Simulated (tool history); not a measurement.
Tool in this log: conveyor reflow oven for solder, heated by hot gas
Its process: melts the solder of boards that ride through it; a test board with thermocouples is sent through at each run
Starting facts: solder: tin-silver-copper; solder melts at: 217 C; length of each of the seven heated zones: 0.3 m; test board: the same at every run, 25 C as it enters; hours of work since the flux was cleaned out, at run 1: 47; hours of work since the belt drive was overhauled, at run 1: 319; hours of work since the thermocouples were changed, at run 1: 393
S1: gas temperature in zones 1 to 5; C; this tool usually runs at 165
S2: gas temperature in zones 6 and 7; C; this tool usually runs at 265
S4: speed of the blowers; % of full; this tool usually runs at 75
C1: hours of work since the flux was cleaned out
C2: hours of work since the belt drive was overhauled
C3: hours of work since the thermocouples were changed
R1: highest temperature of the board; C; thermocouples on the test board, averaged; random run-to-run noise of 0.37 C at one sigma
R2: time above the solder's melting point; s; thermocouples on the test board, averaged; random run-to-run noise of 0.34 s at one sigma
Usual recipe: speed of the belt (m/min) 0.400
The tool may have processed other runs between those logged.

Run 1, hour 0.0: usual settings; C1 47; C2 319; C3 393. Result: R1 248.8 C, R2 62.6 s.
Run 2, hour 24.2: usual settings; C1 63; C2 336; C3 409. Result: R1 249.6 C, R2 62.7 s.
Run 3, hour 46.7: usual settings; C1 78; C2 351; C3 424. Result: R1 248.7 C, R2 62.7 s.
Run 4, hour 70.6: usual settings but S4 83 % of full; C1 94; C2 367; C3 440. Result: R1 250.8 C, R2 64.4 s.
Run 5, hour 94.2: usual settings but S4 83 % of full; C1 110; C2 382; C3 456. Result: R1 250.8 C, R2 64.2 s.
Run 6, hour 113.5: usual settings but S4 83 % of full; C1 122; C2 395; C3 468. Result: R1 250.8 C, R2 64.9 s.
Run 7, hour 134.3: usual settings but S4 83 % of full; C1 136; C2 409; C3 482. Result: R1 250.9 C, R2 64.5 s.
Run 8, hour 148.0: usual settings but S4 83 % of full; C1 145; C2 418; C3 492. Result: R1 250.0 C, R2 64.7 s.
Run 9, hour 169.1: usual settings but S4 83 % of full; C1 160; C2 432; C3 506. Result: R1 250.1 C, R2 64.1 s.
At hour 177.6: flux residue cleaned out of gas plates and filters.
Run 10, hour 198.7: usual settings but S4 83 % of full; C1 14; C2 449; C3 522. Result: R1 250.7 C, R2 64.7 s.
Run 11, hour 220.9: usual settings but S4 83 % of full; C1 29; C2 464; C3 537. Result: R1 250.7 C, R2 65.2 s.
Run 12, hour 239.0: usual settings; C1 41; C2 476; C3 549. Result: R1 249.4 C, R2 61.8 s.
Run 13, hour 251.3: usual settings but S1 161 C; C1 49; C2 484; C3 557. Result: R1 248.6 C, R2 60.7 s.
Run 14, hour 264.5: usual settings but S1 161 C; C1 58; C2 493; C3 566. Result: R1 247.9 C, R2 60.8 s.
Run 15, hour 281.1: usual settings but S2 278 C; C1 69; C2 504; C3 577. Result: R1 259.5 C, R2 71.4 s.
Run 16, hour 296.5: usual settings but S2 278 C; C1 79; C2 514; C3 587. Result: R1 260.1 C, R2 70.9 s.
Run 17, hour 317.4: usual settings but S2 278 C; C1 93; C2 528; C3 601. Result: R1 260.8 C, R2 71.5 s.
Run 18, hour 328.2: usual settings but S2 280 C, speed of the belt (m/min) 0.338, S4 81 % of full; C1 101; C2 535; C3 608. Result: R1 268.8 C, R2 91.4 s.
Run 19, hour 347.4: usual settings but S1 162 C, S2 273 C, speed of the belt (m/min) 0.383; C1 113; C2 548; C3 621. Result: R1 256.5 C, R2 71.3 s.
Run 20, hour 369.5: usual settings but S1 167 C, S2 275 C; C1 128; C2 563; C3 636. Result: R1 258.2 C, R2 70.1 s.
Run 21, hour 382.7: usual settings but S1 167 C, S2 275 C; C1 137; C2 572; C3 645. Result: R1 257.4 C, R2 69.8 s.
Run 22, hour 399.5: usual settings but S1 166 C, S2 280 C; C1 148; C2 583; C3 656. Result: R1 262.4 C, R2 72.7 s.
Run 23, hour 418.6: usual settings but S1 166 C, S2 270 C, S4 70 % of full; C1 161; C2 596; C3 669. Result: R1 251.5 C, R2 65.3 s.
At hour 425.5: flux residue cleaned out of gas plates and filters.
Run 24, hour 436.7: usual settings but S1 173 C, S2 276 C, speed of the belt (m/min) 0.339, S4 84 % of full; C1 7; C2 604; C3 678. Result: R1 266.2 C, R2 94.0 s.
Run 25, hour 450.8: usual settings but S4 63 % of full; C1 17; C2 614; C3 687. Result: R1 246.0 C, R2 58.6 s.
Run 26, hour 461.9: usual settings but S1 167 C, S2 275 C, speed of the belt (m/min) 0.448, S4 85 % of full; C1 24; C2 621; C3 694. Result: R1 257.4 C, R2 62.0 s.
Run 27, hour 475.7: usual settings but S1 178 C, S2 275 C, speed of the belt (m/min) 0.386, S4 61 % of full; C1 33; C2 630; C3 704. Result: R1 256.8 C, R2 76.1 s.
Run 28, hour 495.2: usual settings but S1 157 C, S2 272 C, speed of the belt (m/min) 0.440, S4 61 % of full; C1 46; C2 643; C3 717. Result: R1 245.4 C, R2 48.8 s.
Run 29, hour 516.1: usual settings but S1 157 C, S2 272 C, speed of the belt (m/min) 0.440, S4 61 % of full; C1 60; C2 657; C3 731. Result: R1 245.4 C, R2 49.1 s.
Run 30, hour 541.5: usual settings but S1 157 C, S2 272 C, speed of the belt (m/min) 0.440, S4 61 % of full; C1 77; C2 674; C3 748. Result: R1 245.6 C, R2 49.4 s.

Difference, measured minus no-hidden-state, one row per run. Run-to-run variation is common to both terms; the gauge's own scatter need not be:
What the log doesn't record here: heat that the gas passes to the board, % of a clean oven's; belt's true speed, % of the reading; true gas temperature in zones 6 and 7 over the reading, C; drift of the gauge itself on peak_c, C; drift of the gauge itself on liquid_s, %.
run    R1    R2
  1  -1.4  -0.7
  2  -1.4  -0.7
  3  -1.5  -0.8
  4  -1.6  -0.8
  5  -1.7  -0.8
  6  -1.8  -0.9
  7  -1.8  -0.9
  8  -1.9  -1.0
  9  -1.9  -1.0
 10  -1.5  -0.5
 11  -1.6  -0.5
 12  -1.6  -0.7
 13  -1.6  -0.8
 14  -1.7  -0.8
 15  -1.8  -0.3
 16  -1.8  -0.4
 17  -1.9  -0.4
 18  -2.0  +0.0
 19  -2.0  -0.6
 20  -2.1  -0.5
 21  -2.1  -0.5
 22  -2.2  -0.4
 23  -2.2  -0.9
 24  -1.9  +0.4
 25  -1.5  -0.6
 26  -1.7  +0.0
 27  -1.7  +0.0
 28  -1.6  -0.5
 29  -1.6  -0.6
 30  -1.6  -0.6
